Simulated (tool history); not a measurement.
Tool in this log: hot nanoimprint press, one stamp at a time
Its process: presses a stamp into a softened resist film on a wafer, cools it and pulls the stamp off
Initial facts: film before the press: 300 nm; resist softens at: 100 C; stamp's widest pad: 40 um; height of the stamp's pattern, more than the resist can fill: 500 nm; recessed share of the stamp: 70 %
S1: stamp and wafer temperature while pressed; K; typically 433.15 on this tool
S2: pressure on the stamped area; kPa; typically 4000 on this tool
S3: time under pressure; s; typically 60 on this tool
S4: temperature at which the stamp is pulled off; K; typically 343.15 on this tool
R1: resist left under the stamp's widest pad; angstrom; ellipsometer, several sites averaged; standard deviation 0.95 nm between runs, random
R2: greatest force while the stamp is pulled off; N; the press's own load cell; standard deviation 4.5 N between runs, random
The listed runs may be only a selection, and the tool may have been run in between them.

Run 1, hour 0: usual settings. Result: R1 1335 angstrom, R2 219 N.
At hour 12.2: stamp cleaned and given a new release coat.
Run 2, hour 49.8: usual settings. Result: R1 1358 angstrom, R2 212 N.
Run 3, hour 89.9: usual settings but S3 47 s. Result: R1 1459 angstrom, R2 212 N.
Run 4, hour 118.4: usual settings but S3 45 s. Result: R1 1495 angstrom, R2 216 N.
Run 5, hour 160.1: usual settings but S1 423.15 K. Result: R1 1903 angstrom, R2 219 N.
Run 6, hour 206.6: usual settings but S1 423.15 K. Result: R1 1940 angstrom, R2 228 N.
Run 7, hour 231.6: usual settings but S1 423.15 K. Result: R1 1923 angstrom, R2 215 N.
Run 8, hour 270.5: usual settings but S1 422.15 K. Result: R1 1970 angstrom, R2 218 N.
Run 9, hour 316.7: usual settings but S1 422.15 K. Result: R1 1967 angstrom, R2 224 N.
Run 10, hour 351.8: usual settings. Result: R1 1359 angstrom, R2 224 N.
At hour 382.1: stamp cleaned and given a new release coat.
Run 11, hour 397.6: usual settings. Result: R1 1365 angstrom, R2 215 N.
Run 12, hour 444.8: usual settings. Result: R1 1339 angstrom, R2 221 N.
Run 13, hour 472.2: usual settings. Result: R1 1339 angstrom, R2 214 N.
Run 14, hour 504.3: usual settings. Result: R1 1325 angstrom, R2 222 N.
Run 15, hour 553.4: usual settings. Result: R1 1335 angstrom, R2 218 N.
Run 16, hour 576.2: usual settings but S1 442.15 K, S4 346.15 K. Result: R1 998 angstrom, R2 203 N.
Run 17, hour 626.8: usual settings but S2 4050 kPa, S3 88 s. Result: R1 1167 angstrom, R2 220 N.
Run 18, hour 669.1: usual settings but S2 4050 kPa, S3 88 s. Result: R1 1178 angstrom, R2 221 N.

Estimate the outcome of run 19 from the log above:
Run 19, hour 701.1: usual settings but S3 46 s. Result: R1 ?, R2 ?.

Logged for run 19: R1 1451 angstrom, R2 212 N.
Were there no unlogged condition in the tool, this run, its random variation unchanged, would have produced R1 1455 angstrom, R2 210 N.
